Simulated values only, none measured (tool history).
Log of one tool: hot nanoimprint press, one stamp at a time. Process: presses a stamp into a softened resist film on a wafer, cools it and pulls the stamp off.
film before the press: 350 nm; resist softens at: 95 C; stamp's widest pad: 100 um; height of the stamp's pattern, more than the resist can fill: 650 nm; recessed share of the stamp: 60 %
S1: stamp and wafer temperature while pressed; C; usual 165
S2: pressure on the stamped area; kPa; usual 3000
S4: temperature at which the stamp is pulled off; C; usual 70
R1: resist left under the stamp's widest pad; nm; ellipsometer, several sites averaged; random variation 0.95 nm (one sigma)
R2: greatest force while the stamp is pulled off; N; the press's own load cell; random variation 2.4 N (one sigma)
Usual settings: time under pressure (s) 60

Run 1, hour 0: usual settings. Result: R1 132.9 nm, R2 134 N.
Run 2, hour 19: usual settings but S4 71 C. Result: R1 135.1 nm, R2 133 N.
Run 3, hour 34.1: usual settings but S1 157 C. Result: R1 188.4 nm, R2 136 N.
Run 4, hour 43.1: usual settings. Result: R1 136.3 nm, R2 132 N.
Run 5, hour 62.5: usual settings. Result: R1 135.9 nm, R2 142 N.
At hour 67: plate thermocouple calibrated.
Run 6, hour 86.3: usual settings. Result: R1 138.5 nm, R2 147 N.
Run 7, hour 99.9: usual settings. Result: R1 136.6 nm, R2 147 N.
Run 8, hour 108.7: usual settings. Result: R1 135.7 nm, R2 145 N.
Run 9, hour 123: usual settings. Result: R1 136.9 nm, R2 148 N.
Run 10, hour 143.4: usual settings but S1 159 C, time under pressure (s) 36, S4 58 C. Result: R1 208 nm, R2 174 N.
Run 11, hour 162.5: usual settings but S1 159 C, S2 2330 kPa, time under pressure (s) 75, S4 59 C. Result: R1 182.4 nm, R2 176 N.
At hour 176.5: plate thermocouple calibrated, once more.
Run 12, hour 178.3: usual settings but S1 159 C, S2 2330 kPa, time under pressure (s) 75, S4 59 C. Result: R1 178.9 nm, R2 181 N.
Run 13, hour 197.3: usual settings but S1 173 C, S2 2330 kPa, time under pressure (s) 93, S4 59 C. Result: R1 91.7 nm, R2 177 N.
Run 14, hour 210.2: usual settings but S1 173 C, S2 2330 kPa, time under pressure (s) 93, S4 59 C. Result: R1 91.3 nm, R2 185 N.
Run 15, hour 224.2: usual settings but S1 173 C, S2 2330 kPa, time under pressure (s) 93, S4 59 C. Result: R1 93.3 nm, R2 186 N.
Run 16, hour 242.8: usual settings but S2 3120 kPa, S4 73 C. Result: R1 132.4 nm, R2 153 N.

Forecast each of these 3 alternatives for the next run:
Run A, hour 263.6: usual settings but S1 174 C, S2 4590 kPa, S4 69 C. Result: R1 ?, R2 ?.
Run B, hour 263.6: usual settings but S1 172 C, S2 4520 kPa. Result: R1 ?, R2 ?.
Run C, hour 263.6: usual settings but S1 158 C, S2 3120 kPa, time under pressure (s) 50, S4 73 C. Result: R1 ?, R2 ?.

run     R1   R2
  A   76.2  160
  B   82.6  160
  C  191.4  158
Without the tool's hidden state the same runs would have given:
run     R1   R2
  A   75.1  108
  B   81.5  108
  C  189.2  106
